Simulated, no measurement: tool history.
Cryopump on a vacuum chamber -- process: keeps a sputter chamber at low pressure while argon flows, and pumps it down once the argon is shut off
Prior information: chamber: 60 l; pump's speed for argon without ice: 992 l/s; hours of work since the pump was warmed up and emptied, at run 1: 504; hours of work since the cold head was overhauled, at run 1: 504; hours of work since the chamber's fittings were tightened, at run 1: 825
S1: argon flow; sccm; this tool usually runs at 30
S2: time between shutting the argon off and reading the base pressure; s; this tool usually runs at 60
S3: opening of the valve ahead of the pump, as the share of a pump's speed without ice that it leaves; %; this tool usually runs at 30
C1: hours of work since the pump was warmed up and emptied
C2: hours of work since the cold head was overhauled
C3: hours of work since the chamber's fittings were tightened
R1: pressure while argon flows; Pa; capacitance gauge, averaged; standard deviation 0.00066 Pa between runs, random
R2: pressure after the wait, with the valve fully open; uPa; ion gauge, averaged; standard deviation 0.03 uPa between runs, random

Run 1, hour 0: usual settings; C1 504; C2 504; C3 825. Result: R1 0.1754 Pa, R2 2.27 uPa.
Run 2, hour 11.5: usual settings; C1 512; C2 512; C3 834. Result: R1 0.1754 Pa, R2 2.23 uPa.
Run 3, hour 29.6: usual settings; C1 526; C2 526; C3 848. Result: R1 0.1749 Pa, R2 2.2 uPa.
Run 4, hour 40: usual settings but S3 18 %; C1 534; C2 534; C3 856. Result: R1 0.288 Pa, R2 2.25 uPa.
Run 5, hour 60.1: usual settings but S3 18 %; C1 550; C2 550; C3 872. Result: R1 0.2894 Pa, R2 2.28 uPa.
Run 6, hour 82.4: usual settings; C1 567; C2 567; C3 889. Result: R1 0.175 Pa, R2 2.29 uPa.
Run 7, hour 98.1: usual settings but S1 21 sccm; C1 579; C2 579; C3 901. Result: R1 0.1229 Pa, R2 2.29 uPa.
Run 8, hour 109.1: usual settings but S1 21 sccm, S2 83 s; C1 588; C2 588; C3 910. Result: R1 0.123 Pa, R2 1.98 uPa.
Run 9, hour 126.6: usual settings; C1 602; C2 602; C3 924. Result: R1 0.1769 Pa, R2 2.32 uPa.
Run 10, hour 139.5: usual settings; C1 612; C2 612; C3 934. Result: R1 0.1765 Pa, R2 2.36 uPa.
Run 11, hour 158.9: usual settings; C1 627; C2 627; C3 949. Result: R1 0.1768 Pa, R2 2.33 uPa.
Run 12, hour 173.4: usual settings; C1 638; C2 638; C3 960. Result: R1 0.1764 Pa, R2 2.29 uPa.
Run 13, hour 196: usual settings; C1 655; C2 655; C3 977. Result: R1 0.1763 Pa, R2 2.39 uPa.
Run 14, hour 206.7: usual settings but S2 52 s; C1 664; C2 664; C3 986. Result: R1 0.1759 Pa, R2 2.56 uPa.
Run 15, hour 223.4: usual settings but S2 52 s; C1 677; C2 677; C3 999. Result: R1 0.1774 Pa, R2 2.58 uPa.
Run 16, hour 234.3: usual settings but S2 52 s; C1 685; C2 685; C3 1007. Result: R1 0.1776 Pa, R2 2.62 uPa.
Run 17, hour 249.1: usual settings but S2 52 s; C1 696; C2 696; C3 1018. Result: R1 0.1764 Pa, R2 2.57 uPa.
Run 18, hour 262.4: usual settings but S1 45 sccm, S2 27 s, S3 32 %; C1 707; C2 707; C3 1029. Result: R1 0.25 Pa, R2 3.92 uPa.
Run 19, hour 277.2: usual settings but S1 18 sccm, S3 35 %; C1 718; C2 718; C3 1040. Result: R1 0.0917 Pa, R2 2.41 uPa.
Run 20, hour 294.7: usual settings but S1 18 sccm, S2 56 s, S3 35 %; C1 732; C2 732; C3 1054. Result: R1 0.0919 Pa, R2 2.55 uPa.
Run 21, hour 315.1: usual settings but S1 14 sccm, S2 87 s, S3 17 %; C1 748; C2 748; C3 1070. Result: R1 0.1445 Pa, R2 2.03 uPa.
Run 22, hour 329.1: usual settings but S1 14 sccm, S2 87 s, S3 17 %; C1 758; C2 758; C3 1080. Result: R1 0.1441 Pa, R2 2.01 uPa.
Run 23, hour 341: usual settings but S1 55 sccm, S2 107 s, S3 17 %; C1 768; C2 768; C3 1090. Result: R1 0.5674 Pa, R2 1.92 uPa.
Run 24, hour 352.4: usual settings but S1 55 sccm, S2 107 s, S3 17 %; C1 777; C2 777; C3 1098. Result: R1 0.5626 Pa, R2 1.98 uPa.
Run 25, hour 365: usual settings but S1 55 sccm, S2 107 s, S3 17 %; C1 786; C2 786; C3 1108. Result: R1 0.5656 Pa, R2 2.01 uPa.
Run 26, hour 388.7: usual settings but S1 57 sccm, S3 19 %; C1 805; C2 805; C3 1127. Result: R1 0.5251 Pa, R2 2.52 uPa.
Run 27, hour 412.2: usual settings but S2 104 s; C1 823; C2 823; C3 1145. Result: R1 0.1774 Pa, R2 1.99 uPa.
Run 28, hour 427.8: usual settings but S1 42 sccm, S2 181 s, S3 16 %; C1 835; C2 835; C3 1157. Result: R1 0.4595 Pa, R2 1.77 uPa.
Run 29, hour 440.2: usual settings but S3 38 %; C1 845; C2 845; C3 1166. Result: R1 0.1425 Pa, R2 2.61 uPa.
Run 30, hour 454.7: usual settings but S1 12 sccm, S2 45 s, S3 15 %; C1 856; C2 856; C3 1178. Result: R1 0.1387 Pa, R2 2.9 uPa.

Difference, measured minus no-hidden-state, one row per run. Run-to-run variation is common to both terms; the gauge's own scatter need not be:
What the log doesn't record here: pump's speed, % of a pump's without ice; cold plate's temperature, K; leak into the chamber, uPa l/s; drift of the gauge itself on working_pa, %; drift of the gauge itself on base_upa, %.
run       R1     R2
  1  +0.0049  +0.72
  2  +0.0049  +0.72
  3  +0.0051  +0.73
  4  +0.0051  +0.73
  5  +0.0053  +0.76
  6  +0.0053  +0.78
  7  +0.0039  +0.78
  8  +0.0039  +0.79
  9  +0.0058  +0.82
 10  +0.0058  +0.82
 11   +0.006  +0.84
 12   +0.006  +0.82
 13  +0.0062  +0.88
 14  +0.0062  +0.87
 15  +0.0064  +0.89
 16  +0.0065  +0.91
 17  +0.0065   +0.9
 18    +0.01  +0.93
 19  +0.0041  +0.92
 20  +0.0041  +0.94
 21  +0.0033  +0.93
 22  +0.0033  +0.93
 23  +0.0133  +0.98
 24  +0.0133  +0.99
 25  +0.0135  +1.01
 26  +0.0143  +1.03
 27  +0.0077  +1.02
 28   +0.011  +1.05
 29   +0.008  +1.07
 30  +0.0032  +1.04
